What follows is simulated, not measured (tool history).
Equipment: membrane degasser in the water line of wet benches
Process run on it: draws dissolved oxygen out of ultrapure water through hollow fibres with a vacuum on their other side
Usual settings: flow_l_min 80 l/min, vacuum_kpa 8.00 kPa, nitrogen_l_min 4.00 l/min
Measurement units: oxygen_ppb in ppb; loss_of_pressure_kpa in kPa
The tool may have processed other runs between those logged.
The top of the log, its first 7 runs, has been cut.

run,hour,flow_l_min,vacuum_kpa,nitrogen_l_min,hours since the membrane was changed,hours since the vacuum gauge was calibrated,hours since the vacuum lines were made tight,oxygen_ppb,loss_of_pressure_kpa
8,1494.8,80,13.12,4.00,3851,4485,4485,428.3,68.17
9,1723.6,80,13.12,11.12,4080,4714,4714,174.1,67.71
10,1997.0,80,13.12,11.12,4354,4987,4987,171.3,67.55
11,2295.8,80,8.00,4.00,4652,5286,5286,214.9,67.82
12,2450.7,80,6.91,4.00,4807,5441,5441,167.9,67.25
13,2723.0,80,8.00,4.00,5080,5713,5713,213.4,67.55
14,3027.1,80,8.00,5.03,5384,6017,6017,175.4,67.90
15,3349.5,80,8.00,5.03,5706,6340,6340,175.2,67.75
16,3513.9,80,8.00,2.98,5871,6504,6504,272.4,67.58
# hour 3732.0: seals of the vacuum lines changed
# hour 3757.8: vacuum gauge calibrated
17,3854.1,73,8.00,3.11,6208,96,122,247.6,61.96
18,4131.4,102,7.40,1.68,6486,374,399,455.3,86.24
19,4355.0,119,8.00,8.89,6709,597,622,161.2,101.11
20,4505.3,83,18.38,1.91,6859,747,773,1168.0,70.72
21,4694.2,79,8.43,5.08,7048,936,962,185.1,66.94
22,5064.4,51,13.66,4.17,7419,1307,1332,291.0,43.38
23,5434.3,80,8.00,2.17,7788,1676,1702,354.3,67.57
24,5751.9,82,12.57,2.81,8106,1994,2019,555.1,69.29
25,5931.0,82,12.57,2.81,8285,2173,2198,557.6,69.54
26,6224.5,60,8.00,4.00,8579,2467,2492,162.9,50.64
27,6469.1,72,8.00,4.28,8823,2711,2737,183.3,61.12
28,6635.5,109,6.78,1.69,8990,2878,2903,412.5,92.48
29,6856.7,80,8.00,3.35,9211,3099,3124,247.8,67.79
30,7011.3,80,8.00,3.35,9365,3254,3279,242.0,68.46
31,7251.8,80,8.00,3.35,9606,3494,3519,247.7,67.83

Here are 4 independent what-if runs from the current tool condition. What would each one return?
A,7426.4,80,7.42,3.35,9780,3669,3694,?,?
B,7426.4,80,8.00,3.44,9780,3669,3694,?,?
C,7426.4,124,8.00,3.35,9780,3669,3694,?,?
D,7426.4,80,6.89,3.31,9780,3669,3694,?,?

run,oxygen_ppb,loss_of_pressure_kpa
A,217.9,67.80
B,243.4,67.90
C,370.2,105.35
D,197.0,67.75
Without the tool's hidden state the same runs would have given:
run,oxygen_ppb,loss_of_pressure_kpa
A,217.7,67.62
B,243.2,67.72
C,369.7,105.07
D,196.8,67.57
